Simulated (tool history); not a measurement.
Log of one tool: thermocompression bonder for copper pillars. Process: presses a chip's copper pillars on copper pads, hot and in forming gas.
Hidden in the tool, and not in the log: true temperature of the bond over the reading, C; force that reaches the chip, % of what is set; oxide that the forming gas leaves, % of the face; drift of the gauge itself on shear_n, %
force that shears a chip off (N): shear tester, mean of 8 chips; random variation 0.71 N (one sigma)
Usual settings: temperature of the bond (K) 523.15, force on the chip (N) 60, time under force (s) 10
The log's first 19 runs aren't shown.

run    hour  temperature of the bond (K)  force on the chip (N)  time under force (s)  hours of work since the heater was calibrated  hours of work since the force cell was calibrated  hours of work since the gas filter was changed  force that shears a chip off (N)
 20   861.6                       523.15                     84                    10                                            467                                               1845                                             301                              67.6
 21   907.4                       523.15                     84                    10                                            503                                               1881                                             337                                68
 22   942.2                       534.15                     75                    20                                            531                                               1909                                             365                              83.2
        970  -- forming gas filter changed
      985.5  -- heater calibrated with a thermocouple chip
 23   985.9                       528.15                     42                    12                                              0                                               1942                                              11                              40.5
 24  1037.1                       528.15                     42                    12                                             41                                               1983                                              52                              38.7
 25    1079                       523.15                     60                     6                                             75                                               2016                                              86                              41.8
 26  1126.5                       523.15                     60                     8                                            113                                               2055                                             124                              46.4
 27  1153.9                       508.15                     81                    16                                            135                                               2076                                             146                              62.5
 28    1209                       543.15                     81                    12                                            179                                               2120                                             190                              84.4
 29  1237.6                       524.15                     60                     8                                            202                                               2143                                             213                              46.8
 30  1293.6                       524.15                     65                    19                                            246                                               2188                                             257                              66.7
     1305.2  -- force cell calibrated
 31  1341.8                       524.15                     60                    17                                            284                                                 29                                             295                              60.7
 32  1387.1                       507.15                     60                    25                                            320                                                 66                                             331                              54.5
 33  1425.5                       543.15                     41                     7                                            351                                                 96                                             362                              40.3
     1458.2  -- forming gas filter changed
 34    1482                       522.15                     62                    10                                            396                                                141                                              19                              50.4
 35  1507.3                       540.15                     59                     5                                            416                                                161                                              39                              49.5
 36  1537.9                       540.15                     44                    16                                            440                                                186                                              64                              56.1
 37  1575.3                       540.15                     44                    16                                            470                                                216                                              94                              53.7
 38  1599.9                       540.15                     44                    16                                            490                                                235                                             113                                55

Forecast each of these 3 alternatives for the next run:
  A  1651.5                       541.15                     50                    10                                            531                                                277                                             155                                 ?
  B  1651.5                       499.15                     56                    29                                            531                                                277                                             155                                 ?
  C  1651.5                       540.15                     75                    16                                            531                                                277                                             155                                 ?

run  force that shears a chip off (N)
  A                              55.3
  B                              47.2
  C                              83.8
Without the tool's hidden state the same runs would have given:
run  force that shears a chip off (N)
  A                              55.7
  B                              47.6
  C                              84.2
